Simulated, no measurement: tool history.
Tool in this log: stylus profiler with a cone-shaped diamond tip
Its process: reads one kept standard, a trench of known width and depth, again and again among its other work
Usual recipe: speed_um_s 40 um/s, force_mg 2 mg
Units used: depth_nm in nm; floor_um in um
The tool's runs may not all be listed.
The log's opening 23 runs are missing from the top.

run,day,speed_um_s,force_mg,depth_nm,floor_um
24,91.45,153,1.27,1009.58,40.07
25,94.946,153,1.27,1009.69,40.01
26,100.375,62,3.89,1018.65,40.71
27,105.754,63,2.34,1014.28,40.63
28,110.521,63,2.34,1013.85,40.5
29,115.483,126,3.2,1016.77,40.25
30,117.738,32,1.02,1008.8,40.58
31,121.617,69,2,1012.85,40.33
32,126.533,113,0.81,1008.17,39.66
33,129.721,83,1.92,1013.66,40.15
34,132.854,70,1.09,1009.86,40.11
35,138.267,70,1.09,1010.33,39.99
36,142.442,40,3.47,1018.69,40.33
37,147.279,40,3.47,1018.82,40.29
38,151.608,57,2.31,1014.94,40.07
39,154.992,72,0.91,1009.48,39.73
40,160.246,72,0.91,1009.78,39.75
41,164.517,13,1.71,1013.44,40.17
42,166.908,13,1.71,1013.73,40.11
43,170.692,63,1.38,1012.23,39.75
44,173.571,52,5.03,1023.76,39.96
45,178.971,52,5.03,1024.07,39.88

Each row is a separate what-if for the run after 45, all from the same tool condition, not one after another. Results?
A,181.838,13,1.57,?,?
B,181.838,100,0.68,?,?
C,181.838,50,1.24,?,?

run,depth_nm,floor_um
A,1012.97,39.96
B,1009.4,39.13
C,1011.95,39.7
Without the tool's unlogged condition, the same runs would have read:
run,depth_nm,floor_um
A,1008.92,43.93
B,1005.36,43.1
C,1007.91,43.67

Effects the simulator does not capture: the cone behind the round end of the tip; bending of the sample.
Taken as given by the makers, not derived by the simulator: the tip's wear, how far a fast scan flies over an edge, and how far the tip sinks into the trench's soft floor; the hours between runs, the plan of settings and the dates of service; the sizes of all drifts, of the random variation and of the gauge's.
